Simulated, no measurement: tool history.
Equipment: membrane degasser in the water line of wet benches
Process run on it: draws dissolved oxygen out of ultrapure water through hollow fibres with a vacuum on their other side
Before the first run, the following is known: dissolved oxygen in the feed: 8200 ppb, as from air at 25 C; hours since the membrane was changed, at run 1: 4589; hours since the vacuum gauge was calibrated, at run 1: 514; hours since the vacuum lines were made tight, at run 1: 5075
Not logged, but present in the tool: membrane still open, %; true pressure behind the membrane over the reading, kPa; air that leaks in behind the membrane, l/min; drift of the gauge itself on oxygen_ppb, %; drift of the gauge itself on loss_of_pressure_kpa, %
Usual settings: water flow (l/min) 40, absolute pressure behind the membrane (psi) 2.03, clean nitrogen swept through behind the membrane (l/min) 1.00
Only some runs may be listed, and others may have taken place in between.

run,day,water flow (l/min),absolute pressure behind the membrane (psi),clean nitrogen swept through behind the membrane (l/min),hours since the membrane was changed,hours since the vacuum gauge was calibrated,hours since the vacuum lines were made tight,dissolved oxygen in the water behind the degasser (ppb),pressure that the water loses in the fibres (psi)
1,0.000,40,2.03,1.00,4589,514,5075,805.2,8.691
2,3.983,40,3.32,1.00,4685,610,5171,1369.4,8.698
3,6.088,40,3.32,1.00,4735,660,5222,1379.5,8.617
4,9.208,40,3.32,1.00,4810,735,5296,1370.8,8.624
5,12.554,40,3.32,1.00,4890,816,5377,1372.7,8.696
6,15.442,40,3.32,0.93,4960,885,5446,1451.4,8.701
# day 15.817: seals of the vacuum lines changed
7,18.058,40,3.32,0.93,5020,946,54,1433.1,8.636
8,22.725,40,1.70,0.93,5132,1058,166,689.2,8.691
9,27.467,40,1.70,0.93,5246,1171,280,688.1,8.736
10,30.042,37,1.38,1.00,5308,1233,341,463.4,8.050
11,34.708,37,1.38,1.00,5420,1345,453,462.8,8.034
12,39.429,28,1.97,1.00,5533,1458,567,597.1,6.126
13,44.479,37,2.03,1.00,5655,1580,688,769.5,8.148
14,48.808,38,1.45,2.52,5758,1684,792,242.5,8.260
15,51.133,38,1.45,0.55,5814,1739,848,782.6,8.314
16,53.946,38,1.45,0.55,5882,1807,915,785.6,8.345
17,56.429,38,1.45,0.55,5941,1866,975,785.8,8.316
18,59.867,27,2.03,1.00,6024,1949,1057,594.2,5.903

3 options for the next run, each taken on its own from the tool as it stands now. Forecast them:
A,63.842,56,1.22,1.69,6119,2044,1153,?,?
B,63.842,25,2.57,1.00,6119,2044,1153,?,?
C,63.842,42,1.49,0.72,6119,2044,1153,?,?

run,dissolved oxygen in the water behind the degasser (ppb),pressure that the water loses in the fibres (psi)
A,377.8,12.225
B,741.0,5.517
C,734.1,9.253
With the hidden condition removed and each run's random variation left untouched, the same runs would have given:
run,dissolved oxygen in the water behind the degasser (ppb),pressure that the water loses in the fibres (psi)
A,363.4,11.693
B,731.9,5.278
C,719.2,8.850

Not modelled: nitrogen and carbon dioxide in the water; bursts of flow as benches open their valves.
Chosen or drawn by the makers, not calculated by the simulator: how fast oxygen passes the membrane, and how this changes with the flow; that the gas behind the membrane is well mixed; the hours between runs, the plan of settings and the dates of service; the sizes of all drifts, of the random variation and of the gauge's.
